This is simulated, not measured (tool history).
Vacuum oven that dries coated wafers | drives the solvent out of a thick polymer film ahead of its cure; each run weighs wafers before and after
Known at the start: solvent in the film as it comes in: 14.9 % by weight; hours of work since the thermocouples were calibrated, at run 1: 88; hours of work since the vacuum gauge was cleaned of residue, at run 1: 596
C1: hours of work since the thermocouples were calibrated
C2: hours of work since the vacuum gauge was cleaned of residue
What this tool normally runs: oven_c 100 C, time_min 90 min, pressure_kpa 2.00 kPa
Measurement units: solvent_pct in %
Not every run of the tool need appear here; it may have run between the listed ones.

run 1 day=0.000 | oven_c=100 time_min=90 pressure_kpa=2.00 | C1=88 C2=596 | solvent_pct=2.49
run 2 day=2.638 | oven_c=100 time_min=90 pressure_kpa=2.00 | C1=137 C2=644 | solvent_pct=2.50
run 3 day=4.229 | oven_c=100 time_min=90 pressure_kpa=2.00 | C1=166 C2=674 | solvent_pct=2.50
run 4 day=5.871 | oven_c=100 time_min=78 pressure_kpa=2.00 | C1=197 C2=704 | solvent_pct=2.91
run 5 day=8.833 | oven_c=100 time_min=78 pressure_kpa=2.00 | C1=251 C2=759 | solvent_pct=2.93
run 6 day=11.354 | oven_c=100 time_min=90 pressure_kpa=2.00 | C1=298 C2=805 | solvent_pct=2.49
run 7 day=14.317 | oven_c=100 time_min=90 pressure_kpa=6.98 | C1=352 C2=860 | solvent_pct=5.17
run 8 day=17.417 | oven_c=114 time_min=90 pressure_kpa=2.00 | C1=410 C2=917 | solvent_pct=0.85
run 9 day=19.325 | oven_c=100 time_min=90 pressure_kpa=2.00 | C1=445 C2=952 | solvent_pct=2.50
run 10 day=21.483 | oven_c=100 time_min=90 pressure_kpa=2.00 | C1=485 C2=992 | solvent_pct=2.49
run 11 day=23.817 | oven_c=100 time_min=90 pressure_kpa=2.00 | C1=528 C2=1035 | solvent_pct=2.46
run 12 day=25.792 | oven_c=100 time_min=116 pressure_kpa=2.00 | C1=564 C2=1071 | solvent_pct=1.94
-- day=27.908 oven's thermocouples calibrated
run 13 day=28.971 | oven_c=100 time_min=90 pressure_kpa=2.00 | C1=20 C2=1128 | solvent_pct=2.62
run 14 day=30.396 | oven_c=100 time_min=90 pressure_kpa=2.00 | C1=46 C2=1155 | solvent_pct=2.62
run 15 day=31.996 | oven_c=100 time_min=90 pressure_kpa=2.00 | C1=75 C2=1184 | solvent_pct=2.63
run 16 day=34.733 | oven_c=100 time_min=90 pressure_kpa=2.00 | C1=126 C2=1235 | solvent_pct=2.63
run 17 day=37.700 | oven_c=100 time_min=134 pressure_kpa=3.68 | C1=181 C2=1290 | solvent_pct=2.80
run 18 day=39.208 | oven_c=95 time_min=90 pressure_kpa=2.00 | C1=208 C2=1317 | solvent_pct=3.78
run 19 day=42.379 | oven_c=95 time_min=110 pressure_kpa=6.95 | C1=267 C2=1376 | solvent_pct=6.29
run 20 day=43.904 | oven_c=95 time_min=110 pressure_kpa=6.95 | C1=295 C2=1404 | solvent_pct=6.31
run 21 day=45.304 | oven_c=102 time_min=89 pressure_kpa=3.25 | C1=321 C2=1430 | solvent_pct=2.85
run 22 day=47.771 | oven_c=102 time_min=89 pressure_kpa=3.25 | C1=366 C2=1475 | solvent_pct=2.87
run 23 day=49.750 | oven_c=102 time_min=89 pressure_kpa=3.25 | C1=403 C2=1512 | solvent_pct=2.87
run 24 day=52.033 | oven_c=102 time_min=89 pressure_kpa=3.25 | C1=445 C2=1554 | solvent_pct=2.84
run 25 day=54.708 | oven_c=101 time_min=90 pressure_kpa=2.00 | C1=494 C2=1603 | solvent_pct=2.36
run 26 day=56.850 | oven_c=102 time_min=56 pressure_kpa=2.00 | C1=534 C2=1643 | solvent_pct=3.58
run 27 day=58.967 | oven_c=106 time_min=56 pressure_kpa=2.00 | C1=573 C2=1682 | solvent_pct=2.64
-- day=60.588 oven's thermocouples calibrated
run 28 day=60.654 | oven_c=106 time_min=56 pressure_kpa=2.00 | C1=1 C2=1711 | solvent_pct=2.85
run 29 day=62.792 | oven_c=106 time_min=56 pressure_kpa=2.00 | C1=41 C2=1751 | solvent_pct=2.79
run 30 day=65.250 | oven_c=106 time_min=56 pressure_kpa=2.00 | C1=86 C2=1796 | solvent_pct=2.88
run 31 day=66.979 | oven_c=106 time_min=56 pressure_kpa=2.00 | C1=118 C2=1828 | solvent_pct=2.82
run 32 day=68.462 | oven_c=99 time_min=140 pressure_kpa=2.00 | C1=145 C2=1855 | solvent_pct=2.00

Each row is a separate what-if for the run after 32, all from the same tool condition, not one after another. Results?
run A day=69.842 | oven_c=92 time_min=119 pressure_kpa=2.78 | C1=171 C2=1881 | solvent_pct=?
run B day=69.842 | oven_c=104 time_min=156 pressure_kpa=2.77 | C1=171 C2=1881 | solvent_pct=?
run C day=69.842 | oven_c=104 time_min=107 pressure_kpa=1.92 | C1=171 C2=1881 | solvent_pct=?
run D day=69.842 | oven_c=99 time_min=140 pressure_kpa=1.60 | C1=171 C2=1881 | solvent_pct=?
run E day=69.842 | oven_c=109 time_min=106 pressure_kpa=7.65 | C1=171 C2=1881 | solvent_pct=?

run=A solvent_pct=4.46
run=B solvent_pct=1.81
run=C solvent_pct=1.69
run=D solvent_pct=1.76
run=E solvent_pct=3.75
Take away the tool's hidden state, keep each run's random variation, and the runs would have read:
run=A solvent_pct=4.15
run=B solvent_pct=1.57
run=C solvent_pct=1.46
run=D solvent_pct=1.49
run=E solvent_pct=3.55
